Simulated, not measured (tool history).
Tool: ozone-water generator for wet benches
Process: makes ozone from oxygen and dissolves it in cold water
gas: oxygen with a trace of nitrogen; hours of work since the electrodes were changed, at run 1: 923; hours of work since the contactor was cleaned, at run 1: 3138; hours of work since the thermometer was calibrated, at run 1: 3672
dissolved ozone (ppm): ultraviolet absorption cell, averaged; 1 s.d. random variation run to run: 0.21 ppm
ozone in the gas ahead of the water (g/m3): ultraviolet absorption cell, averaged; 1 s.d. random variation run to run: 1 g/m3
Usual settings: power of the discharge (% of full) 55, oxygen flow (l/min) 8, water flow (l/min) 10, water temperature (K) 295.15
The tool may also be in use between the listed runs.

run     day  power of the discharge (% of full)  oxygen flow (l/min)  water flow (l/min)  water temperature (K)  hours of work since the electrodes were changed  hours of work since the contactor was cleaned  hours of work since the thermometer was calibrated  dissolved ozone (ppm)  ozone in the gas ahead of the water (g/m3)
  1   0.000                                  55                    8                  10                 295.15                                              923                                           3138                                                3672                   31.0                                       176.1
  2   1.392                                  52                    8                  10                 295.15                                              944                                           3158                                                3693                   30.5                                       172.0
  3   2.300                                  52                    8                  10                 295.15                                              957                                           3172                                                3706                   30.5                                       173.5
  4   3.925                                  52                    8                  10                 295.15                                              981                                           3196                                                3731                   30.3                                       171.4
  5   5.283                                  52                    8                  10                 295.15                                             1001                                           3216                                                3751                   30.4                                       174.2
  6   6.862                                  55                    8                  10                 295.15                                             1025                                           3240                                                3774                   31.2                                       178.5
  7   7.708                                  55                    8                  10                 295.15                                             1037                                           3252                                                3787                   30.9                                       178.8
  8   8.800                                  55                    8                  11                 295.15                                             1054                                           3268                                                3803                   29.5                                       178.0
  9   9.583                                  55                    8                  11                 295.15                                             1065                                           3280                                                3815                   29.4                                       181.1
 10  10.546                                  99                    8                  10                 295.15                                             1079                                           3294                                                3829                   42.4                                       243.2
 11  11.846                                  99                    8                  10                 295.15                                             1099                                           3314                                                3848                   42.0                                       244.7
 12  12.971                                  99                    8                  10                 295.15                                             1115                                           3330                                                3865                   41.5                                       244.6
 13  14.204                                  55                    8                  10                 295.15                                             1134                                           3349                                                3883                   31.7                                       181.3
 14  14.979                                  55                    8                  10                 295.15                                             1145                                           3360                                                3895                   31.0                                       181.8
 15  16.850                                  55                    8                  15                 295.15                                             1173                                           3388                                                3922                   24.7                                       181.8
 16  18.396                                  50                    8                  15                 295.15                                             1196                                           3411                                                3945                   23.4                                       170.3
 17  19.475                                  50                    8                  15                 295.15                                             1212                                           3427                                                3961                   23.4                                       172.5

The next listed run, before its measurement:
 18  20.412                                  50                    8                  15                 295.15                                             1226                                           3441                                                3975                      ?                                           ?

Run 18 yielded dissolved ozone (ppm) 23.6, ozone in the gas ahead of the water (g/m3) 173.4.
Take away the tool's hidden state, keep the run-to-run variation as it was, and the same run would have given dissolved ozone (ppm) 23.6, ozone in the gas ahead of the water (g/m3) 169.1.
